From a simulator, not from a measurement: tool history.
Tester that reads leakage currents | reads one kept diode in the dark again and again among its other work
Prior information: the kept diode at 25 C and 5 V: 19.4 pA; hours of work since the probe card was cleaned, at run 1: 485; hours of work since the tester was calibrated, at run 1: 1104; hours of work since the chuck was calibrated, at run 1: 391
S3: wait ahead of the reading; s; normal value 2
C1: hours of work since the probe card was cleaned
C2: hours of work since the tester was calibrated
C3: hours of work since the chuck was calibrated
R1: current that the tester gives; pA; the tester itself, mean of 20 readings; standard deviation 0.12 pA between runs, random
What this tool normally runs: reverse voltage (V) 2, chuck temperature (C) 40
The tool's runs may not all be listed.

Run 1, hour 0: usual settings; C1 485; C2 1104; C3 391. Result: R1 39.6 pA.
Run 2, hour 116.9: usual settings but S3 0.64 s; C1 546; C2 1165; C3 453. Result: R1 39.67 pA.
Run 3, hour 249.3: usual settings but S3 0.64 s; C1 615; C2 1235; C3 522. Result: R1 40.2 pA.
Run 4, hour 363.2: usual settings but S3 0.64 s; C1 675; C2 1295; C3 582. Result: R1 40.14 pA.
Run 5, hour 439.6: usual settings but S3 0.64 s; C1 715; C2 1335; C3 622. Result: R1 40.56 pA.
Run 6, hour 535.5: usual settings but chuck temperature (C) 46; C1 766; C2 1385; C3 672. Result: R1 62.51 pA.
Run 7, hour 643.6: usual settings but reverse voltage (V) 7.49, chuck temperature (C) 46; C1 822; C2 1442; C3 729. Result: R1 137.13 pA.
Run 8, hour 740.4: usual settings but reverse voltage (V) 7.49, chuck temperature (C) 46; C1 873; C2 1493; C3 780. Result: R1 136.65 pA.
Run 9, hour 808.6: usual settings but reverse voltage (V) 7.49, chuck temperature (C) 46; C1 909; C2 1528; C3 815. Result: R1 137.35 pA.
Run 10, hour 908.8: usual settings but reverse voltage (V) 2.01, chuck temperature (C) 47; C1 961; C2 1581; C3 868. Result: R1 67.72 pA.
Run 11, hour 1024.1: usual settings but reverse voltage (V) 1.17, chuck temperature (C) 56, S3 0.49 s; C1 1022; C2 1641; C3 928. Result: R1 91.73 pA.
Run 12, hour 1136.8: usual settings but reverse voltage (V) 1.17, chuck temperature (C) 56, S3 0.49 s; C1 1081; C2 1701; C3 988. Result: R1 91.92 pA.
Run 13, hour 1214.1: usual settings but reverse voltage (V) 5.6, chuck temperature (C) 41, S3 2.62 s; C1 1122; C2 1741; C3 1028. Result: R1 82.84 pA.
Run 14, hour 1327.5: usual settings but reverse voltage (V) 18.15, chuck temperature (C) 36, S3 2.86 s; C1 1181; C2 1801; C3 1088. Result: R1 125.91 pA.
Run 15, hour 1407: usual settings but chuck temperature (C) 46, S3 7.22 s; C1 1223; C2 1842; C3 1129. Result: R1 64.19 pA.

Below are 3 alternative next runs, each starting from the tool's condition after run 15. Predict each:
Run A, hour 1539.4: usual settings but chuck temperature (C) 22, S3 0.49 s; C1 1292; C2 1912; C3 1199. Result: R1 ?.
Run B, hour 1539.4: usual settings but reverse voltage (V) 4.57, chuck temperature (C) 46, S3 1.7 s; C1 1292; C2 1912; C3 1199. Result: R1 ?.
Run C, hour 1539.4: usual settings but chuck temperature (C) 20, S3 0.37 s; C1 1292; C2 1912; C3 1199. Result: R1 ?.

run      R1
  A   12.31
  B  105.78
  C   10.85
With no hidden state in the tool, these same runs would have given:
run    R1
  A  9.19
  B  94.9
  C  7.82
